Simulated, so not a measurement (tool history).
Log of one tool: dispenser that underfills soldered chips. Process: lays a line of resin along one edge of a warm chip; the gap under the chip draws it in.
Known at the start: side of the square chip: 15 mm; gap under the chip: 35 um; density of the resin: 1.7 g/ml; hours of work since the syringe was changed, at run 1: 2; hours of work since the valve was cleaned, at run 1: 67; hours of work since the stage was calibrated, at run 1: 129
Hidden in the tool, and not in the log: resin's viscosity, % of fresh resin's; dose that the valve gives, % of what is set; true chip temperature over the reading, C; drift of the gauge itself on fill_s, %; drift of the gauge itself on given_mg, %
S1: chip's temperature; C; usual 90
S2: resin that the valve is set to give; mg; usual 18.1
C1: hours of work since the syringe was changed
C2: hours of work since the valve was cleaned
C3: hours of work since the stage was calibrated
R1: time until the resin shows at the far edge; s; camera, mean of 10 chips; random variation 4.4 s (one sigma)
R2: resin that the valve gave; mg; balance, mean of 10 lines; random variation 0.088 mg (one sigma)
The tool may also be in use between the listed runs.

run,hour,S1,S2,C1,C2,C3,R1,R2
1,0,90,18.1,2,67,129,508.2,17.55
2,5.8,90,18.1,6,71,134,586.9,17.52
3,11.6,83,18.1,10,75,138,933.5,17.39
# hour 12.9: new syringe of resin
4,16.3,83,18.1,2,78,141,697.6,17.31
5,20.2,90,19,5,81,143,546.3,18.12
6,24.2,90,19.7,8,84,146,596.6,18.79
7,27.1,90,18.1,10,86,148,642.1,17.15
# hour 28.6: new syringe of resin
8,31.7,90,18.1,2,89,151,501.9,17.07
9,36.8,90,18.1,6,93,155,571.9,17.08
10,42.3,90,18.1,10,96,159,639.3,17.03
# hour 44.6: new syringe of resin
11,46.1,90,18.1,1,99,161,491.6,16.97
12,50,90,18.1,4,102,164,528.2,17.08
13,53.8,90,19.8,6,104,167,562.5,18.69
14,58.7,90,19.8,10,108,170,638.4,18.31
# hour 60.3: new syringe of resin
15,64.6,90,19.8,3,112,174,524.6,18.42
16,70.4,90,19.8,7,116,178,602,18.48
17,73,90,19.8,9,118,180,634,18.43
# hour 76.2: new syringe of resin
18,76.3,90,19.8,0,120,182,482.7,18.45
19,79.3,90,19.8,2,122,184,514.9,18.29
20,83.1,90,19.8,5,125,187,557.4,18.23
21,87.9,75,23,8,128,190,1253.7,21.26
# hour 91.9: new syringe of resin
22,92.8,90,18,1,131,194,501.6,16.61
23,97.9,99,21.7,4,135,197,359.5,19.88
24,101,87,22.5,6,137,199,656.3,20.66

Forecast run 25:
25,106.8,78,22.5,11,141,204,?,?

R1: 1169.6 s
R2: 20.55 mg
Without the tool's hidden state the same run would have given R1 753.3 s, R2 22.39 mg.
